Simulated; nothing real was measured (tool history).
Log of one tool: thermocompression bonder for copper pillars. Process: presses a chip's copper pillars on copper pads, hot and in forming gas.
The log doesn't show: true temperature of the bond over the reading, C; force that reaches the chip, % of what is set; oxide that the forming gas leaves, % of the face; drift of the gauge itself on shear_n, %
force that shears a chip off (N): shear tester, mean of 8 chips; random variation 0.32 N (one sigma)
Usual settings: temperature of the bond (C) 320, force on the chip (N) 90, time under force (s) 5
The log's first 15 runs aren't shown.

run     day  temperature of the bond (C)  force on the chip (N)  time under force (s)  hours of work since the heater was calibrated  hours of work since the force cell was calibrated  hours of work since the gas filter was changed  force that shears a chip off (N)
     29.829  -- forming gas filter changed
 16  31.617                          320                     90                     4                                            264                                                664                                              26                              75.4
 17  34.192                          320                     90                     6                                            302                                                702                                              64                              82.8
 18   35.75                          320                     90                     6                                            325                                                725                                              87                              82.1
 19  37.738                          320                     90                    10                                            354                                                754                                             117                              89.6
     38.892  -- forming gas filter changed
 20  39.888                          320                     90                    10                                            385                                                785                                              15                              92.4
 21  42.329                          325                     90                     5                                            421                                                821                                              51                              81.6
 22  45.017                          334                     90                    11                                            461                                                861                                              90                              96.6
 23  47.079                          334                     90                    11                                            491                                                892                                             121                                97
     47.996  -- forming gas filter changed
 24  49.238                          334                     90                    11                                            523                                                923                                              18                              98.2
 25  51.571                          334                     90                    11                                            557                                                958                                              53                              97.1
     51.858  -- force cell calibrated
 26  53.042                          339                     85                     4                                            578                                                 17                                              74                              84.3
 27  55.129                          333                    125                     5                                            609                                                 48                                             104                              93.9
     57.142  -- forming gas filter changed
 28  57.442                          331                     94                     5                                            643                                                 82                                               4                              88.5
 29  59.421                          313                    109                     4                                            672                                                111                                              34                              79.1
 30  61.817                          325                    117                    12                                            707                                                147                                              69                             101.5

Run 31 comes next. What will it give?
 31  63.038                          325                    117                    12                                            725                                                165                                              87                                 ?

force that shears a chip off (N): 100.5
Without the tool's hidden state the same run would have given force that shears a chip off (N) 99.4.
